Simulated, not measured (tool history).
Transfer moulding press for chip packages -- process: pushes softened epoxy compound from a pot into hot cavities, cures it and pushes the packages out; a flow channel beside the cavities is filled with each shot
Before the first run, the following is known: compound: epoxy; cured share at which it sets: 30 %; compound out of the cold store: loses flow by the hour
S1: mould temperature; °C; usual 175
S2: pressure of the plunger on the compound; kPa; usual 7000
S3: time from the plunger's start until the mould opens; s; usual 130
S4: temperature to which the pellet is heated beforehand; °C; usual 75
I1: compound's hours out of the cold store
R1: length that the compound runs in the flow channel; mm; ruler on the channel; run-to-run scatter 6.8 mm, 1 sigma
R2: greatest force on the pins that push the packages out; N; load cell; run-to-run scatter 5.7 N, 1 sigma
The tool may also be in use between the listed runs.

run,hour,S1,S2,S3,S4,I1,R1,R2
1,0,175,7000,130,75,24.9,808,293
# hour 30.9: cavities cleaned with cleaning compound and waxed
# hour 58.7: mould's thermocouples calibrated
2,59.1,175,7000,130,75,22,817,271
# hour 105.1: cavities cleaned with cleaning compound and waxed
3,113.4,175,7000,130,75,21.2,811,224
4,156,175,7000,130,75,43,708,293
# hour 180.6: cavities cleaned with cleaning compound and waxed
5,222.2,175,7000,130,75,16,824,297
# hour 258.6: cavities cleaned with cleaning compound and waxed
6,267.8,175,7000,130,70,45.8,694,219
# hour 330.4: cavities cleaned with cleaning compound and waxed
7,348.8,175,7000,130,70,28.1,745,254
# hour 406.8: cavities cleaned with cleaning compound and waxed
8,433.8,175,7000,130,75,37.6,697,247
9,472.8,175,7000,130,75,18.7,782,307
# hour 479.8: cavities cleaned with cleaning compound and waxed
10,514.2,175,7000,130,75,8.9,820,286
# hour 557.2: cavities cleaned with cleaning compound and waxed
11,572.6,175,8190,130,75,32.5,766,249
# hour 589.7: plunger's sealing rings changed
# hour 631.9: cavities cleaned with cleaning compound and waxed
12,665.2,175,8190,130,75,22.8,917,267
# hour 707.1: cavities cleaned with cleaning compound and waxed
13,753.2,175,8190,130,75,30.9,856,291
# hour 778.1: cavities cleaned with cleaning compound and waxed
14,792.3,173,5360,120,81,29.7,689,289
15,834.8,182,7000,124,75,41.2,708,270
# hour 851.6: cavities cleaned with cleaning compound and waxed
16,902.6,170,5220,110,79,18.5,732,544
# hour 928.4: cavities cleaned with cleaning compound and waxed
17,965.4,175,5880,146,75,18,766,269
# hour 1002.1: cavities cleaned with cleaning compound and waxed
18,1019,180,6580,134,76,18,778,216
19,1070.4,180,6580,134,76,42.3,674,276
# hour 1078.2: cavities cleaned with cleaning compound and waxed
# hour 1153.7: cavities cleaned with cleaning compound and waxed
20,1159.5,169,7000,117,75,43.2,738,353
# hour 1226.2: mould's thermocouples calibrated
# hour 1227.7: cavities cleaned with cleaning compound and waxed
21,1237.5,172,7000,156,75,41,710,227
# hour 1301.6: cavities cleaned with cleaning compound and waxed
22,1301.9,175,7000,115,67,41.9,690,235
# hour 1379.8: cavities cleaned with cleaning compound and waxed
23,1382.5,175,7000,115,67,12.6,803,258
24,1430.3,175,6120,116,79,41.9,630,320
# hour 1452.7: cavities cleaned with cleaning compound and waxed
# hour 1463.3: plunger's sealing rings changed
25,1501.6,175,6120,116,79,36.9,734,331

Forecast each of these 3 alternatives for the next run:
# hour 1528.2: cavities cleaned with cleaning compound and waxed
A,1539.8,168,8390,130,75,35,?,?
# hour 1528.2: cavities cleaned with cleaning compound and waxed
B,1539.8,175,8120,116,79,8.7,?,?
# hour 1528.2: cavities cleaned with cleaning compound and waxed
C,1539.8,175,6900,122,77,24.2,?,?

run,R1,R2
A,893,346
B,969,290
C,815,240
The same runs, with their run-to-run variation unchanged, on a tool lacking any hidden condition would have given:
run,R1,R2
A,900,295
B,977,250
C,822,206

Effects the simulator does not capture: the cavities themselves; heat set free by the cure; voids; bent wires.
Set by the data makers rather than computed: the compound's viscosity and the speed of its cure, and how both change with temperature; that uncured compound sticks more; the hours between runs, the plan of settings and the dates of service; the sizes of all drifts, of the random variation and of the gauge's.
